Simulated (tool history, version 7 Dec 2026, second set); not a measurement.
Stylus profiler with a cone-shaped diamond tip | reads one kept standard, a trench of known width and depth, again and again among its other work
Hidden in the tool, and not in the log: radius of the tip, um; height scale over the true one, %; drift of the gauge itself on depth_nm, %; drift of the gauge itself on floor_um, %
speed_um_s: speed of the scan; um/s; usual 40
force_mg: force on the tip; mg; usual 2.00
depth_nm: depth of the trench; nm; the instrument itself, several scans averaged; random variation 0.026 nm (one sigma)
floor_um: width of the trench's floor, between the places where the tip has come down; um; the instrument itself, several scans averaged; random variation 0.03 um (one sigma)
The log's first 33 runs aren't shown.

run    hour  speed_um_s  force_mg  scans with this tip  hours of work since the height scale was calibrated  depth_nm  floor_um
 34  1405.8         136      2.00                 3822                                                  107    101.17     16.44
 35  1434.7         136      2.00                 4054                                                  128    101.16     16.41
 36  1495.4         128      3.54                 4540                                                  173    101.71     16.50
 37  1524.6          80      3.76                 4774                                                  194    101.80     16.66
     1535.5  -- height scale calibrated on a step standard, once more
 38  1561.6          81      2.27                 5066                                                   19    101.27     16.50
 39  1620.9          29      5.47                 5541                                                   63    102.34     16.70
 40  1672.6          29      5.47                 5955                                                  101    102.32     16.63
 41  1708.3         111      3.21                 6241                                                  127    101.60     16.25
 42  1768.8          11      1.00                 6726                                                  172    100.71     16.53
 43  1799.5          11      1.00                 6972                                                  195    100.64     16.46
 44  1843.3          11      1.00                 7322                                                  227    100.70     16.38
 45  1885.1          20      4.87                 7658                                                  258    102.16     16.31

5 ways to go on from here, each from the tool as it stands after run 45. What would each give?
  A  1932.7         149      1.81                 8039                                                  293         ?         ?
  B  1932.7          28      2.52                 8039                                                  293         ?         ?
  C  1932.7          25      1.45                 8039                                                  293         ?         ?
  D  1932.7          95      3.95                 8039                                                  293         ?         ?
  E  1932.7         101      1.78                 8039                                                  293         ?         ?

run  depth_nm  floor_um
  A    101.04     15.62
  B    101.36     16.21
  C    100.92     16.26
  D    101.85     16.03
  E    101.04     15.85
Without the tool's hidden state the same runs would have given:
run  depth_nm  floor_um
  A    101.13     17.24
  B    101.44     17.83
  C    101.00     17.88
  D    101.93     17.65
  E    101.12     17.47

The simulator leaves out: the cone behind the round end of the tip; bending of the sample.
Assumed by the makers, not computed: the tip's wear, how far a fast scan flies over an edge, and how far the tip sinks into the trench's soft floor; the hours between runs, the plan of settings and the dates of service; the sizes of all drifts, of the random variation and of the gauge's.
